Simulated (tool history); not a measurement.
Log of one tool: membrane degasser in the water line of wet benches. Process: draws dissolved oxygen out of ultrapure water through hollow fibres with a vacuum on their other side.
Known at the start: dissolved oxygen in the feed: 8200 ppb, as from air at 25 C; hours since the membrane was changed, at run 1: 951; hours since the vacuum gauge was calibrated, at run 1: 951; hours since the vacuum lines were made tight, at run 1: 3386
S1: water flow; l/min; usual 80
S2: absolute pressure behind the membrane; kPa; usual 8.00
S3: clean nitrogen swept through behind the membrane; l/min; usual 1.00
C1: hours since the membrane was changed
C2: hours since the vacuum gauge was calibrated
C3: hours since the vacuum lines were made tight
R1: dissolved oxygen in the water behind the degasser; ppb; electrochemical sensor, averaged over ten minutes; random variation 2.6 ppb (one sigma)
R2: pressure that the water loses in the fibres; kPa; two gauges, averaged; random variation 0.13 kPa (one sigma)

run	hour	S1	S2	S3	C1	C2	C3	R1	R2
1	0.0	80	8.00	1.00	951	951	3386	665.9	30.43
2	153.8	80	8.00	1.00	1105	1105	3540	669.3	30.67
3	321.3	73	8.00	1.00	1273	1273	3708	623.2	27.95
4	482.1	80	8.00	1.00	1434	1434	3868	668.4	30.53
5	668.8	80	8.00	1.00	1620	1620	4055	668.0	30.78
6	887.8	80	8.00	1.00	1839	1839	4274	676.7	30.72
7	1034.9	80	8.00	1.00	1986	1986	4421	666.6	30.94
8	1131.7	80	8.00	1.00	2083	2083	4518	669.6	30.78
9	1222.1	80	5.63	1.00	2174	2174	4608	386.5	30.85
10	1312.5	80	8.00	1.13	2264	2264	4699	627.7	30.96
11	1421.9	80	8.00	1.13	2373	2373	4808	627.1	30.94
12	1629.1	80	8.00	1.00	2581	2581	5015	677.6	31.03
# hour 1641.7: vacuum gauge calibrated
13	1849.3	80	8.00	0.59	2800	208	5235	911.4	31.05
14	1948.1	80	8.00	0.59	2899	306	5334	916.0	30.91
15	2118.3	80	8.00	0.59	3069	477	5504	911.2	30.94
# hour 2276.3: seals of the vacuum lines changed
# hour 2303.8: vacuum gauge calibrated, once more
16	2318.5	80	8.00	0.59	3267	15	42	872.3	31.09
17	2512.1	80	8.00	0.59	3461	208	235	881.5	31.20
18	2646.2	80	16.09	1.00	3595	342	369	1531.0	30.93
19	2742.0	80	7.06	1.00	3690	438	465	546.3	31.18
20	2842.3	59	10.02	0.95	3791	539	566	735.4	23.10
21	3022.9	125	5.56	0.42	3971	719	746	728.8	48.85
22	3128.8	98	6.47	1.00	4077	825	852	565.7	38.36
23	3302.0	98	6.98	2.36	4251	998	1025	387.8	38.36
24	3509.3	75	6.98	1.08	4458	1206	1233	491.9	29.18
25	3711.3	75	6.98	1.08	4660	1407	1434	496.3	29.42
26	3882.8	128	8.00	1.00	4831	1579	1606	936.3	50.36
27	4033.3	80	8.00	2.05	4982	1730	1757	421.4	31.59
28	4177.9	80	8.00	2.05	5126	1874	1901	423.5	31.34
29	4318.8	101	7.14	1.71	5267	2015	2042	504.7	39.97
30	4434.0	80	12.42	0.93	5382	2130	2157	1224.0	31.52
31	4523.1	65	4.95	2.14	5472	2219	2246	155.7	25.52
32	4703.7	65	4.95	2.14	5652	2400	2427	154.7	25.54
33	4902.6	80	10.54	0.99	5851	2599	2626	969.3	31.58

Some steps in R1 between neighbouring runs. How much of each would the tool show without its hidden state too (settings, what came in, random variation), and how much is left for the hidden state, with any gauge scatter that isn't in both results?
The hidden state here: membrane still open, %; true pressure behind the membrane over the reading, kPa; air that leaks in behind the membrane, l/min; drift of the gauge itself on oxygen_ppb, %; drift of the gauge itself on loss_of_pressure_kpa, %.
Run 12 -> 13: S3 1.00 -> 0.59, vacuum gauge calibrated. R1 +233.8 ppb: hidden state +16.8, all else +217.0.
Run 15 -> 16: seals of the vacuum lines changed, vacuum gauge calibrated, once more. R1 -38.9 ppb: hidden state -40.4, all else +1.5.
Run 18 -> 19: S2 16.09 -> 7.06. R1 -984.7 ppb: hidden state +2.3, all else -987.0.
Run 20 -> 21: S1 59 -> 125, S2 10.02 -> 5.56, S3 0.95 -> 0.42. R1 -6.6 ppb: hidden state +12.8, all else -19.4.
Run 30 -> 31: S1 80 -> 65, S2 12.42 -> 4.95, S3 0.93 -> 2.14. R1 -1068.3 ppb: hidden state -3.8, all else -1064.5.
Run 32 -> 33: S1 65 -> 80, S2 4.95 -> 10.54, S3 2.14 -> 0.99. R1 +814.6 ppb: hidden state +7.2, all else +807.4.

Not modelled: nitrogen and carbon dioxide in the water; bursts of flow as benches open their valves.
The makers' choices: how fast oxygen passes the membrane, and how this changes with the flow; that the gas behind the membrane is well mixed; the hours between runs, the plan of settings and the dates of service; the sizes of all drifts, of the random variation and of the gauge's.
